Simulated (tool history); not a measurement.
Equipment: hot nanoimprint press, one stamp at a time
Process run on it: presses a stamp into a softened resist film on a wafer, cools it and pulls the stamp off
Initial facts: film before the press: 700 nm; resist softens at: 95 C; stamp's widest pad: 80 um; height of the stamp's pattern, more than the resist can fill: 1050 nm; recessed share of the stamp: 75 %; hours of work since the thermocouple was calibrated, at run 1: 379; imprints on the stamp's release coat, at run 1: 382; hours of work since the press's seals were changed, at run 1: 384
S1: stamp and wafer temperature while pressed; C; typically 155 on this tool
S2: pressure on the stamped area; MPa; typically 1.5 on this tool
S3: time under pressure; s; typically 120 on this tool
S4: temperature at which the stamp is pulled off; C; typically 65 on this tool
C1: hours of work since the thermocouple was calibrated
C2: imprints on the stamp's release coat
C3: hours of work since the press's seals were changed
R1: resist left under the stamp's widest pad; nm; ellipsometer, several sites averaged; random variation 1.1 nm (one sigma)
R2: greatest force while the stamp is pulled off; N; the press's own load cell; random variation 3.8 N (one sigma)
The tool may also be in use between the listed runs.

run,hour,S1,S2,S3,S4,C1,C2,C3,R1,R2
1,0,155,1.5,120,65,379,382,384,321.8,219
2,50,155,1.5,166,65,412,546,416,285.3,224
3,104.7,155,1.5,166,65,447,726,452,286.6,236
4,173.2,155,1.5,166,65,492,952,496,286.9,255
# hour 214: plate thermocouple calibrated
5,269.8,155,1.5,105,65,36,1260,557,356.6,284
6,312.7,155,1.5,105,65,64,1401,585,358.1,299
7,390.9,155,1.5,105,65,115,1658,636,361.3,321
# hour 401.9: stamp cleaned and given a new release coat
8,451.8,155,1.5,120,71,151,164,672,343.4,185
9,510.7,155,1.5,120,71,189,358,710,344.4,196
10,576.7,155,1.5,120,71,232,575,753,349.5,205
# hour 655.9: plate thermocouple calibrated, once more
11,655.9,155,1.5,120,71,0,826,803,312.1,217
12,708.6,155,1.5,120,52,34,1000,837,314,320
13,755.8,155,1.5,120,65,65,1155,868,316,275
14,850.3,158,1.5,120,65,126,1466,929,285.8,298
# hour 917.1: stamp cleaned and given a new release coat
15,928.2,158,1.5,120,65,173,37,976,286.9,178
# hour 1020.2: press's hydraulic seals changed and the load cell set to zero
16,1023.3,150,1.5,120,65,230,324,2,376,212
17,1116.4,150,1.5,90,65,290,630,63,420,227
18,1186.9,159,1.5,90,65,336,862,108,315.2,247
19,1240,155,1.5,108,52,371,1037,143,337.5,315
20,1311.4,155,1.5,108,52,417,1272,189,337.5,343
21,1362.6,145,1.5,120,63,451,1441,223,455.7,311
# hour 1438.1: stamp cleaned and given a new release coat
22,1443.3,164,1.5,120,65,499,17,271,238.5,187
# hour 1475.6: plate thermocouple calibrated
23,1500,166,1.47,120,65,16,194,306,216.5,197
24,1578.4,157,2.28,77,52,67,452,357,297.3,259
25,1622.3,155,1.81,120,61,95,597,386,291.5,252
26,1691,144,1.39,81,54,140,823,430,522.4,280
27,1779.5,147,1.52,69,64,198,1114,488,492.6,280
28,1859.7,147,1.52,69,64,250,1379,540,491.6,295
29,1904.1,147,1.11,90,64,279,1524,569,499,311

Predict each of these 4 candidate next runs independently; none follows another, all start after run 29:
# hour 1959.9: stamp cleaned and given a new release coat
A,1995.4,154,1.5,120,70,334,117,624,?,?
# hour 1959.9: stamp cleaned and given a new release coat
B,1995.4,155,1.5,120,51,334,117,624,?,?
# hour 1959.9: stamp cleaned and given a new release coat
C,1995.4,156,1.11,94,56,334,117,624,?,?
# hour 1959.9: stamp cleaned and given a new release coat
D,1995.4,164,1.25,90,57,334,117,624,?,?

run,R1,R2
A,336,177
B,326.1,242
C,388.2,226
D,290,222
Take away the tool's hidden state, keep each run's random variation, and the runs would have read:
run,R1,R2
A,319.7,166
B,310.2,229
C,372.1,213
D,277.1,209
